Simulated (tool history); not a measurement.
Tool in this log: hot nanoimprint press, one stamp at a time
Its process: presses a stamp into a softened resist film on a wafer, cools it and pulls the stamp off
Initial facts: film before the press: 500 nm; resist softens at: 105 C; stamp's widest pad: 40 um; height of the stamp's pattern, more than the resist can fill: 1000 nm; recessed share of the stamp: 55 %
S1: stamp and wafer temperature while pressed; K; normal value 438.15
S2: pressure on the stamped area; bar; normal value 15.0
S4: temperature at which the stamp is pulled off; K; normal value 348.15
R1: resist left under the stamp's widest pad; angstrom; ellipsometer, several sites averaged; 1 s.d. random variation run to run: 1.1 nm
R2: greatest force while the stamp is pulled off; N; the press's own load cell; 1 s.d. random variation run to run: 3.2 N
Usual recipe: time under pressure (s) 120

{"run": 1, "day": 0.0, "S1": 438.15, "S2": 15.0, "time under pressure (s)": 120, "S4": 348.15, "R1": 2583, "R2": 237}
{"run": 2, "day": 0.6, "S1": 438.15, "S2": 15.0, "time under pressure (s)": 120, "S4": 348.15, "R1": 2594, "R2": 241}
{"run": 3, "day": 1.138, "S1": 438.15, "S2": 15.8, "time under pressure (s)": 120, "S4": 348.15, "R1": 2542, "R2": 241}
{"run": 4, "day": 1.8, "S1": 438.15, "S2": 15.0, "time under pressure (s)": 120, "S4": 348.15, "R1": 2565, "R2": 242}
{"run": 5, "day": 2.342, "S1": 438.15, "S2": 15.0, "time under pressure (s)": 184, "S4": 348.15, "R1": 2262, "R2": 249}
{"run": 6, "day": 2.983, "S1": 438.15, "S2": 15.0, "time under pressure (s)": 184, "S4": 348.15, "R1": 2242, "R2": 249}
{"run": 7, "day": 3.496, "S1": 438.15, "S2": 15.0, "time under pressure (s)": 184, "S4": 348.15, "R1": 2249, "R2": 254}
{"run": 8, "day": 3.858, "S1": 438.15, "S2": 15.0, "time under pressure (s)": 120, "S4": 352.15, "R1": 2601, "R2": 225}
{"run": 9, "day": 4.267, "S1": 438.15, "S2": 15.0, "time under pressure (s)": 120, "S4": 352.15, "R1": 2631, "R2": 224}
{"run": 10, "day": 4.679, "S1": 438.15, "S2": 15.0, "time under pressure (s)": 120, "S4": 352.15, "R1": 2615, "R2": 234}
{"run": 11, "day": 5.008, "S1": 438.15, "S2": 15.0, "time under pressure (s)": 120, "S4": 352.15, "R1": 2602, "R2": 226}
{"run": 12, "day": 5.304, "S1": 435.15, "S2": 15.0, "time under pressure (s)": 120, "S4": 348.15, "R1": 2946, "R2": 259}
{"run": 13, "day": 5.896, "S1": 435.15, "S2": 15.0, "time under pressure (s)": 120, "S4": 350.15, "R1": 2937, "R2": 239}
{"run": 14, "day": 6.567, "S1": 438.15, "S2": 15.0, "time under pressure (s)": 120, "S4": 348.15, "R1": 2606, "R2": 257}
{"run": 15, "day": 7.242, "S1": 438.15, "S2": 15.0, "time under pressure (s)": 120, "S4": 348.15, "R1": 2601, "R2": 257}
{"run": 16, "day": 7.908, "S1": 436.15, "S2": 17.9, "time under pressure (s)": 120, "S4": 348.15, "R1": 2620, "R2": 259}
{"run": 17, "day": 8.417, "S1": 438.15, "S2": 14.7, "time under pressure (s)": 120, "S4": 348.15, "R1": 2625, "R2": 258}
{"run": 18, "day": 8.808, "S1": 441.15, "S2": 22.9, "time under pressure (s)": 126, "S4": 349.15, "R1": 1815, "R2": 252}
{"run": 19, "day": 9.329, "S1": 441.15, "S2": 22.9, "time under pressure (s)": 208, "S4": 349.15, "R1": 1499, "R2": 251}
{"run": 20, "day": 9.708, "S1": 438.15, "S2": 15.7, "time under pressure (s)": 120, "S4": 348.15, "R1": 2540, "R2": 258}
{"run": 21, "day": 10.054, "S1": 438.15, "S2": 15.7, "time under pressure (s)": 120, "S4": 348.15, "R1": 2562, "R2": 262}
{"run": 22, "day": 10.775, "S1": 441.15, "S2": 15.0, "time under pressure (s)": 193, "S4": 334.15, "R1": 1927, "R2": 354}
{"run": 23, "day": 11.446, "S1": 441.15, "S2": 15.0, "time under pressure (s)": 193, "S4": 334.15, "R1": 1921, "R2": 346}
{"run": 24, "day": 12.154, "S1": 446.15, "S2": 16.8, "time under pressure (s)": 112, "S4": 337.15, "R1": 1770, "R2": 340}
{"run": 25, "day": 12.571, "S1": 438.15, "S2": 13.5, "time under pressure (s)": 66, "S4": 338.15, "R1": 3265, "R2": 326}
{"run": 26, "day": 13.204, "S1": 427.15, "S2": 10.9, "time under pressure (s)": 126, "S4": 345.15, "R1": 4236, "R2": 286}
{"run": 27, "day": 13.579, "S1": 427.15, "S2": 10.9, "time under pressure (s)": 126, "S4": 345.15, "R1": 4238, "R2": 289}
{"run": 28, "day": 14.096, "S1": 434.15, "S2": 10.9, "time under pressure (s)": 126, "S4": 345.15, "R1": 3477, "R2": 297}
{"run": 29, "day": 14.475, "S1": 438.15, "S2": 15.0, "time under pressure (s)": 120, "S4": 347.15, "R1": 2633, "R2": 269}

Each run again, without the hidden state but with its own random variation kept:
Unlogged tool condition in this case: true temperature over the reading, C; pressure that arrives at the usual setting, %; grip of the stamp's worn release coat, % over a new coat's; drift of the gauge itself on residual_nm, %; drift of the gauge itself on pull_off_n, %.
run=1 R1=2507 R2=234
run=2 R1=2516 R2=237
run=3 R1=2463 R2=236
run=4 R1=2486 R2=236
run=5 R1=2186 R2=242
run=6 R1=2165 R2=240
run=7 R1=2171 R2=245
run=8 R1=2516 R2=215
run=9 R1=2544 R2=213
run=10 R1=2527 R2=223
run=11 R1=2514 R2=215
run=12 R1=2850 R2=245
run=13 R1=2840 R2=226
run=14 R1=2514 R2=242
run=15 R1=2508 R2=240
run=16 R1=2520 R2=241
run=17 R1=2529 R2=239
run=18 R1=1736 R2=233
run=19 R1=1432 R2=231
run=20 R1=2442 R2=238
run=21 R1=2463 R2=240
run=22 R1=1847 R2=324
run=23 R1=1840 R2=315
run=24 R1=1697 R2=308
run=25 R1=3159 R2=295
run=26 R1=4147 R2=256
run=27 R1=4148 R2=259
run=28 R1=3364 R2=265
run=29 R1=2523 R2=239
